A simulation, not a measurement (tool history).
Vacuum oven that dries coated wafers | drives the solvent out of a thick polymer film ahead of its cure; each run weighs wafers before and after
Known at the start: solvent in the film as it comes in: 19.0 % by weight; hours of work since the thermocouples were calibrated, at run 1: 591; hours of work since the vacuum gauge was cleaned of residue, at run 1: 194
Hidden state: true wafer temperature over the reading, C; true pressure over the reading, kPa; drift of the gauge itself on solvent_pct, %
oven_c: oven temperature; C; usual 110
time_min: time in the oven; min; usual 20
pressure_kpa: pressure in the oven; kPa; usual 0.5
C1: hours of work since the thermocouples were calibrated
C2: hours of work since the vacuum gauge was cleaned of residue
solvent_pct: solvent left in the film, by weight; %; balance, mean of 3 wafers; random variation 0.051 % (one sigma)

Run 1, hour 0: usual settings; C1 591; C2 194. Result: solvent_pct 0.99 %.
Run 2, hour 15.4: usual settings; C1 598; C2 202. Result: solvent_pct 0.96 %.
Run 3, hour 22.1: usual settings; C1 602; C2 205. Result: solvent_pct 1.05 %.
Run 4, hour 33.7: usual settings but time_min 25 min; C1 607; C2 211. Result: solvent_pct 0.66 %.
Run 5, hour 41.9: usual settings but time_min 16 min; C1 612; C2 215. Result: solvent_pct 1.39 %.
Run 6, hour 53.1: usual settings; C1 617; C2 221. Result: solvent_pct 0.96 %.
Run 7, hour 66.7: usual settings; C1 624; C2 228. Result: solvent_pct 1.04 %.
Run 8, hour 73.4: usual settings; C1 627; C2 231. Result: solvent_pct 0.97 %.
Run 9, hour 85.2: usual settings; C1 633; C2 237. Result: solvent_pct 1.1 %.
Run 10, hour 92.9: usual settings but oven_c 97 C, time_min 35 min; C1 637; C2 241. Result: solvent_pct 1.45 %.
Run 11, hour 103: usual settings but oven_c 96 C, time_min 18 min; C1 642; C2 246. Result: solvent_pct 3.96 %.
Run 12, hour 114.2: usual settings but oven_c 96 C, time_min 18 min; C1 648; C2 252. Result: solvent_pct 3.94 %.
Run 13, hour 124.1: usual settings but pressure_kpa 0.584 kPa; C1 653; C2 257. Result: solvent_pct 1.1 %.
Run 14, hour 132: usual settings but pressure_kpa 0.368 kPa; C1 657; C2 261. Result: solvent_pct 0.83 %.
Run 15, hour 146.7: usual settings but time_min 11 min, pressure_kpa 0.302 kPa; C1 664; C2 268. Result: solvent_pct 2.75 %.
Run 16, hour 153.1: usual settings but oven_c 121 C, time_min 10 min, pressure_kpa 1.025 kPa; C1 668; C2 271. Result: solvent_pct 1.64 %.
Run 17, hour 168.3: usual settings but pressure_kpa 1.003 kPa; C1 675; C2 279. Result: solvent_pct 1.58 %.

3 ways to go on from here, each from the tool as it stands after run 17. What would each give?
Run A, hour 174.7: usual settings but oven_c 113 C, time_min 22 min; C1 678; C2 282. Result: solvent_pct ?.
Run B, hour 174.7: usual settings but time_min 15 min, pressure_kpa 1.003 kPa; C1 678; C2 282. Result: solvent_pct ?.
Run C, hour 174.7: usual settings but oven_c 105 C, pressure_kpa 0.608 kPa; C1 678; C2 282. Result: solvent_pct ?.

run  solvent_pct
  A         0.68
  B         2.08
  C         1.79
Without the tool's hidden state the same runs would have given:
run  solvent_pct
  A         0.68
  B         2.08
  C         1.78
